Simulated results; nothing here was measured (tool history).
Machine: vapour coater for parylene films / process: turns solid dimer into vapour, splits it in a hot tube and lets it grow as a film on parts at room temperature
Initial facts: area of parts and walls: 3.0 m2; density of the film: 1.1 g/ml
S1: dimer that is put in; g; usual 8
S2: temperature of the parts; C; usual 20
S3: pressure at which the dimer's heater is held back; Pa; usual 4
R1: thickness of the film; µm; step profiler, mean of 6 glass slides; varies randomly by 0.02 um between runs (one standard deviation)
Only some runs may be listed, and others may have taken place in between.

run     day  S1  S2     S3    R1
  1       0   8  20      4  1.93
  2     1.9   8  20      4  1.93
  3   2.796   8  20      4  1.94
  4   4.067   8  15      4  2.34
  5     5.4   8  15      4  2.32
      7.512  -- trap's valve overhauled
  6   7.708   8  20      4  1.91
  7   8.679  13  19   6.65  2.91
  8  10.867  13  19   6.65  2.89
  9  12.842  13  20    3.9  3.13
 10  14.583  13  20    3.9  3.14
 11  16.062  13  22  10.37  2.39

Forecast each of these 4 alternatives for the next run:
  A  17.938   8  19  2.46   ?
  B  17.938   8  12     4   ?
  C  17.938   5  30   4.3   ?
  D  17.938   8  20  7.17   ?

run    R1
  A  2.22
  B  2.34
  C  0.84
  D  1.68
Without the tool's unlogged condition, the same runs would have read:
run    R1
  A  2.22
  B  2.34
  C  0.85
  D  1.69
